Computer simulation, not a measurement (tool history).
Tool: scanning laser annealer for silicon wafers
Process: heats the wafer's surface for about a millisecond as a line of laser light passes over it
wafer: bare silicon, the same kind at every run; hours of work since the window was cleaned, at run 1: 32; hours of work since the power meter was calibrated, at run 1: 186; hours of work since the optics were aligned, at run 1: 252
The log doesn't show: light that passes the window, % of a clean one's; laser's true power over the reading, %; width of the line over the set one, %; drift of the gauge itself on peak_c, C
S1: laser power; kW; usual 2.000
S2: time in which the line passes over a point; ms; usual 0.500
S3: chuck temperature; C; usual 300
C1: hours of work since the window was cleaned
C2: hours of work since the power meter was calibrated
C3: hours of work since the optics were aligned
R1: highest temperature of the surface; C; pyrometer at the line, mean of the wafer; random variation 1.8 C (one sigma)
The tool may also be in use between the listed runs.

run 1 day=0.000 | S1=2.000 S2=0.500 S3=300 | C1=32 C2=186 C3=252 | R1=1025
run 2 day=0.317 | S1=2.000 S2=0.500 S3=300 | C1=37 C2=190 C3=257 | R1=1027
run 3 day=0.642 | S1=2.000 S2=0.500 S3=300 | C1=41 C2=195 C3=262 | R1=1027
run 4 day=0.850 | S1=2.000 S2=0.500 S3=300 | C1=44 C2=198 C3=265 | R1=1028
run 5 day=1.129 | S1=2.000 S2=0.525 S3=300 | C1=48 C2=202 C3=269 | R1=1045
run 6 day=1.296 | S1=2.000 S2=0.500 S3=327 | C1=51 C2=204 C3=271 | R1=1054
run 7 day=1.625 | S1=2.000 S2=0.500 S3=327 | C1=55 C2=209 C3=276 | R1=1052
run 8 day=1.800 | S1=2.000 S2=0.500 S3=327 | C1=58 C2=212 C3=278 | R1=1053
run 9 day=1.971 | S1=2.000 S2=0.500 S3=327 | C1=60 C2=214 C3=281 | R1=1053
run 10 day=2.225 | S1=2.000 S2=0.500 S3=327 | C1=64 C2=218 C3=285 | R1=1050
run 11 day=2.492 | S1=2.000 S2=0.500 S3=300 | C1=68 C2=222 C3=288 | R1=1023
run 12 day=2.825 | S1=2.000 S2=0.500 S3=300 | C1=73 C2=227 C3=293 | R1=1025
run 13 day=3.038 | S1=2.000 S2=0.500 S3=300 | C1=76 C2=230 C3=296 | R1=1027
run 14 day=3.346 | S1=2.000 S2=0.543 S3=300 | C1=80 C2=234 C3=301 | R1=1056
run 15 day=3.621 | S1=2.043 S2=0.351 S3=332 | C1=84 C2=238 C3=305 | R1=952
run 16 day=3.821 | S1=2.043 S2=0.351 S3=332 | C1=87 C2=241 C3=308 | R1=950
run 17 day=4.129 | S1=2.014 S2=0.595 S3=300 | C1=92 C2=245 C3=312 | R1=1098
run 18 day=4.371 | S1=2.000 S2=0.571 S3=300 | C1=95 C2=249 C3=316 | R1=1077
run 19 day=4.562 | S1=2.000 S2=0.571 S3=266 | C1=98 C2=252 C3=319 | R1=1043
run 20 day=4.862 | S1=1.722 S2=0.500 S3=318 | C1=102 C2=256 C3=323 | R1=927
run 21 day=5.054 | S1=2.048 S2=0.500 S3=320 | C1=105 C2=259 C3=326 | R1=1061
run 22 day=5.258 | S1=2.171 S2=0.358 S3=300 | C1=108 C2=262 C3=329 | R1=969
run 23 day=5.446 | S1=2.000 S2=0.500 S3=313 | C1=111 C2=265 C3=331 | R1=1039
run 24 day=5.658 | S1=1.707 S2=0.559 S3=288 | C1=114 C2=268 C3=334 | R1=923
run 25 day=5.967 | S1=1.707 S2=0.559 S3=288 | C1=118 C2=272 C3=339 | R1=923
run 26 day=6.325 | S1=2.178 S2=0.481 S3=264 | C1=124 C2=277 C3=344 | R1=1045
run 27 day=6.542 | S1=1.959 S2=0.398 S3=264 | C1=127 C2=280 C3=347 | R1=890
run 28 day=6.762 | S1=1.805 S2=0.502 S3=330 | C1=130 C2=284 C3=350 | R1=974

Hidden state or all else? Some run-to-run changes of R1, split into what the settings, what came in and random variation would give without the hidden state, and what is left for the hidden state (with any gauge scatter that isn't in both results):
Run 16 -> 17: S1 2.043 -> 2.014, S2 0.351 -> 0.595, S3 332 -> 300. R1 +148 C: hidden state -3, all else +151.
Run 26 -> 27: S1 2.178 -> 1.959, S2 0.481 -> 0.398. R1 -155 C: hidden state +3, all else -158.

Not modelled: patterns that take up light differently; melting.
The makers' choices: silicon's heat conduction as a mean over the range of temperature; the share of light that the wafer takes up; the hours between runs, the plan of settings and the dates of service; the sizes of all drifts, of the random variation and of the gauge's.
